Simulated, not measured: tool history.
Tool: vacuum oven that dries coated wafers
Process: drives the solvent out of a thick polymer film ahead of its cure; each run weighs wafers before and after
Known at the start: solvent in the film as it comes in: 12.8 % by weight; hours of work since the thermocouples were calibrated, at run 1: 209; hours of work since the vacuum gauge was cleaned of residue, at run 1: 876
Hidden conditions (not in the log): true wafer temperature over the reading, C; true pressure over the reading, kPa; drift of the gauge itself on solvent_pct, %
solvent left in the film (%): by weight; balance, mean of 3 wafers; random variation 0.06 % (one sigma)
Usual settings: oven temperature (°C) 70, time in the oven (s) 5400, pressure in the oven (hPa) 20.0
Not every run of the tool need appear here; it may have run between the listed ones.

| run | hour | oven temperature (°C) | time in the oven (s) | pressure in the oven (hPa) | hours of work since the thermocouples were calibrated | hours of work since the vacuum gauge was cleaned of residue | solvent left in the film (%) |
|---|---|---|---|---|---|---|---|
| 1 | 0.0 | 70 | 5400 | 20.0 | 209 | 876 | 3.39 |
| 2 | 80.7 | 70 | 5400 | 20.0 | 254 | 920 | 3.42 |
| 3 | 168.3 | 70 | 5400 | 20.0 | 301 | 968 | 3.49 |
| 4 | 223.9 | 64 | 5400 | 20.0 | 332 | 998 | 5.26 |
| 5 | 292.0 | 64 | 5400 | 20.0 | 369 | 1036 | 5.37 |
| 6 | 374.0 | 64 | 5400 | 20.0 | 414 | 1080 | 5.46 |
| 7 | 420.7 | 60 | 5400 | 20.0 | 439 | 1106 | 6.78 |
| 8 | 494.4 | 70 | 5400 | 17.1 | 480 | 1146 | 3.27 |
| 9 | 556.6 | 70 | 5400 | 17.1 | 514 | 1180 | 3.16 |
| 10 | 618.1 | 70 | 5400 | 17.1 | 547 | 1214 | 3.26 |
| 11 | 661.0 | 70 | 5400 | 17.1 | 571 | 1237 | 3.32 |
| 12 | 702.3 | 70 | 5400 | 20.0 | 593 | 1260 | 3.39 |
| 13 | 782.3 | 70 | 5400 | 20.0 | 637 | 1304 | 3.40 |
| 14 | 844.8 | 70 | 5400 | 20.0 | 671 | 1338 | 3.44 |
| 15 | 922.3 | 70 | 5400 | 20.0 | 714 | 1380 | 3.35 |
| 16 | 991.3 | 70 | 5400 | 20.0 | 751 | 1418 | 3.46 |
|  | 1049.5 | oven's thermocouples calibrated |
| 17 | 1070.8 | 70 | 9720 | 20.0 | 12 | 1460 | 2.11 |
| 18 | 1133.9 | 70 | 9720 | 20.0 | 46 | 1495 | 2.22 |
| 19 | 1209.9 | 70 | 9720 | 20.0 | 88 | 1536 | 2.08 |
| 20 | 1296.1 | 70 | 9720 | 20.0 | 135 | 1583 | 2.18 |
| 21 | 1355.5 | 70 | 9720 | 20.0 | 167 | 1616 | 2.11 |
| 22 | 1443.7 | 70 | 9720 | 20.0 | 216 | 1664 | 2.16 |
| 23 | 1503.5 | 70 | 9720 | 20.0 | 248 | 1697 | 2.19 |
| 24 | 1557.7 | 70 | 9720 | 20.0 | 278 | 1726 | 2.12 |
| 25 | 1628.6 | 70 | 6840 | 20.0 | 317 | 1765 | 2.77 |
| 26 | 1670.6 | 70 | 6840 | 20.0 | 340 | 1788 | 2.73 |
| 27 | 1749.8 | 70 | 6840 | 20.0 | 383 | 1831 | 2.73 |
| 28 | 1830.4 | 61 | 8640 | 57.9 | 427 | 1875 | 8.36 |
| 29 | 1912.1 | 61 | 8640 | 57.9 | 472 | 1920 | 8.47 |
| 30 | 1959.9 | 70 | 3000 | 37.3 | 498 | 1946 | 6.39 |
| 31 | 2002.3 | 70 | 3000 | 57.5 | 521 | 1969 | 7.34 |
| 32 | 2098.6 | 70 | 3180 | 77.2 | 573 | 2022 | 8.40 |
| 33 | 2148.2 | 74 | 4080 | 46.3 | 601 | 2049 | 4.58 |
| 34 | 2213.7 | 77 | 4440 | 65.6 | 636 | 2085 | 4.79 |
| 35 | 2282.5 | 77 | 8100 | 65.6 | 674 | 2123 | 4.10 |
| 36 | 2377.5 | 77 | 8100 | 65.6 | 726 | 2174 | 4.08 |
| 37 | 2473.3 | 63 | 7380 | 16.6 | 778 | 2227 | 4.39 |
|  | 2482.2 | oven's thermocouples calibrated |
| 38 | 2543.0 | 70 | 4620 | 20.0 | 33 | 2264 | 3.86 |
| 39 | 2642.7 | 70 | 6120 | 44.2 | 88 | 2318 | 4.80 |
| 40 | 2685.5 | 81 | 6540 | 12.2 | 111 | 2342 | 0.74 |
| 41 | 2736.5 | 81 | 6540 | 12.2 | 139 | 2370 | 0.65 |
| 42 | 2828.2 | 69 | 4260 | 31.4 | 189 | 2420 | 5.28 |
| 43 | 2878.0 | 69 | 4260 | 31.4 | 216 | 2447 | 5.19 |
| 44 | 2956.1 | 76 | 6060 | 42.7 | 259 | 2490 | 3.20 |
| 45 | 3030.1 | 76 | 6060 | 42.7 | 300 | 2530 | 3.19 |
| 46 | 3071.3 | 70 | 5400 | 33.1 | 322 | 2553 | 4.30 |
| 47 | 3123.5 | 70 | 3540 | 38.9 | 351 | 2581 | 5.83 |

What if the next run were any one of these 3? Each begins from the tool's condition after run 47:
| A | 3173.0 | 76 | 7080 | 40.1 | 378 | 2608 | ? |
| B | 3173.0 | 70 | 7560 | 75.2 | 378 | 2608 | ? |
| C | 3173.0 | 70 | 3540 | 17.1 | 378 | 2608 | ? |

| run | solvent left in the film (%) |
|---|---|
| A | 2.81 |
| B | 6.68 |
| C | 4.68 |
The same runs, with their run-to-run variation unchanged, on a tool lacking any hidden condition would have given:
| run | solvent left in the film (%) |
|---|---|
| A | 2.78 |
| B | 6.65 |
| C | 4.65 |
